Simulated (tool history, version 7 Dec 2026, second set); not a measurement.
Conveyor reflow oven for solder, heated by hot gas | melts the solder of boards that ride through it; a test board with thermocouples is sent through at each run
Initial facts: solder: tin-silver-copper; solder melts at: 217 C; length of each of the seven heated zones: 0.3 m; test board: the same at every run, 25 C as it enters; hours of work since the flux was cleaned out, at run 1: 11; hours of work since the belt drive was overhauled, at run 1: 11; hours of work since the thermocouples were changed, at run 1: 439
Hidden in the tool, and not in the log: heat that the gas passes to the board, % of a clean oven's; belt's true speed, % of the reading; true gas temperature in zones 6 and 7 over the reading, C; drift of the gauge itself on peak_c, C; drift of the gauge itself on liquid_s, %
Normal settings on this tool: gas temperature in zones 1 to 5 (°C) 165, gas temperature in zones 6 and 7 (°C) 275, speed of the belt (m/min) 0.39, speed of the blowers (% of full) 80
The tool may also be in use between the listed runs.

run     day  gas temperature in zones 1 to 5 (°C)  gas temperature in zones 6 and 7 (°C)  speed of the belt (m/min)  speed of the blowers (% of full)  hours of work since the flux was cleaned out  hours of work since the belt drive was overhauled  hours of work since the thermocouples were changed  highest temperature of the board (°C)  time above the solder's melting point (s)
  1       0                                   165                                    275                       0.39                                80                                            11                                                 11                                                 439                                  258.3                                       71.5
  2   2.896                                   165                                    275                       0.39                                80                                            52                                                 52                                                 480                                  258.3                                         71
  3   6.129                                   165                                    275                       0.39                                80                                            97                                                 97                                                 526                                  258.5                                       70.2
  4   8.896                                   165                                    275                       0.39                                80                                           136                                                136                                                 564                                  258.4                                       70.5
  5    10.6                                   165                                    275                       0.39                                80                                           160                                                160                                                 588                                  258.2                                       70.1
  6  13.921                                   165                                    275                       0.39                                80                                           207                                                207                                                 635                                  258.5                                       70.4
  7    15.9                                   165                                    275                      0.388                                80                                           235                                                235                                                 663                                  258.9                                       71.2
  8    19.2                                   165                                    275                      0.388                                80                                           281                                                281                                                 709                                  259.3                                       71.5

Predict the results of run 9:
  9  22.1                                   165                                    275                      0.388                                80                                           322                                                322                                                 750                                      ?                                          ?

{"run 9": {"highest temperature of the board (°C)": 258.1, "time above the solder's melting point (s)": 71.2}}
Take away the tool's hidden state, keep the run-to-run variation as it was, and the same run would have given highest temperature of the board (°C) 258, time above the solder's melting point (s) 71.1.
